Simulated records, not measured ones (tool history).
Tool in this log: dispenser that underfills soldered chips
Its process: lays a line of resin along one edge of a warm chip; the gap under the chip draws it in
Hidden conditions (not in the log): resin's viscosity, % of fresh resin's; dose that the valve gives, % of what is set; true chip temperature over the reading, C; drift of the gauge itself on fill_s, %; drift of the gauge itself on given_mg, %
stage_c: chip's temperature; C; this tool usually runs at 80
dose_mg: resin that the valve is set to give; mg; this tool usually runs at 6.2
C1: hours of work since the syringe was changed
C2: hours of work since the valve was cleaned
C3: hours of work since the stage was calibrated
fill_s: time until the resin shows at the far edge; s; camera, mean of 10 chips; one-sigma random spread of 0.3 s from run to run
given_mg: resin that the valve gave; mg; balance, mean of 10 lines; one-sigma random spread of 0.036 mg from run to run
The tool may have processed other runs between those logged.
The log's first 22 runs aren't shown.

Run 23, hour 117.4: usual settings but dose_mg 6.37 mg; C1 7; C2 65; C3 264. Result: fill_s 8.2 s, given_mg 6.21 mg.
Run 24, hour 121: usual settings but stage_c 72 C, dose_mg 7.63 mg; C1 9; C2 67; C3 266. Result: fill_s 11.6 s, given_mg 7.5 mg.
At hour 123.1: new syringe of resin.
Run 25, hour 126: usual settings but stage_c 85 C, dose_mg 7.85 mg; C1 2; C2 71; C3 270. Result: fill_s 5.2 s, given_mg 7.68 mg.
Run 26, hour 130.4: usual settings but stage_c 83 C, dose_mg 6.81 mg; C1 6; C2 74; C3 273. Result: fill_s 6.8 s, given_mg 6.69 mg.
Run 27, hour 135.2: usual settings but stage_c 77 C, dose_mg 6.19 mg; C1 9; C2 78; C3 277. Result: fill_s 10.2 s, given_mg 6.05 mg.
At hour 137.3: new syringe of resin.
Run 28, hour 142.8: usual settings but stage_c 77 C, dose_mg 6.19 mg; C1 4; C2 84; C3 283. Result: fill_s 7.3 s, given_mg 6.04 mg.
Run 29, hour 149.5: usual settings but stage_c 90 C, dose_mg 6.76 mg; C1 9; C2 89; C3 288. Result: fill_s 6.7 s, given_mg 6.63 mg.
At hour 151.6: new syringe of resin.
Run 30, hour 156.1: usual settings but stage_c 90 C, dose_mg 6.24 mg; C1 3; C2 94; C3 293. Result: fill_s 4.8 s, given_mg 5.97 mg.
Run 31, hour 163.6: usual settings but stage_c 81 C, dose_mg 5.69 mg; C1 9; C2 99; C3 298. Result: fill_s 9.9 s, given_mg 5.56 mg.

What does the tool deliver on the next run?
At hour 165.7: new syringe of resin.
Run 32, hour 170.3: usual settings but stage_c 94 C, dose_mg 5.84 mg; C1 3; C2 104; C3 303. Result: fill_s ?, given_mg ?.

Run 32 came out at fill_s 4.4 s, given_mg 5.64 mg.
With the hidden condition absent and the run-to-run variation left alone, this run would have shown fill_s 3.4 s, given_mg 5.84 mg.
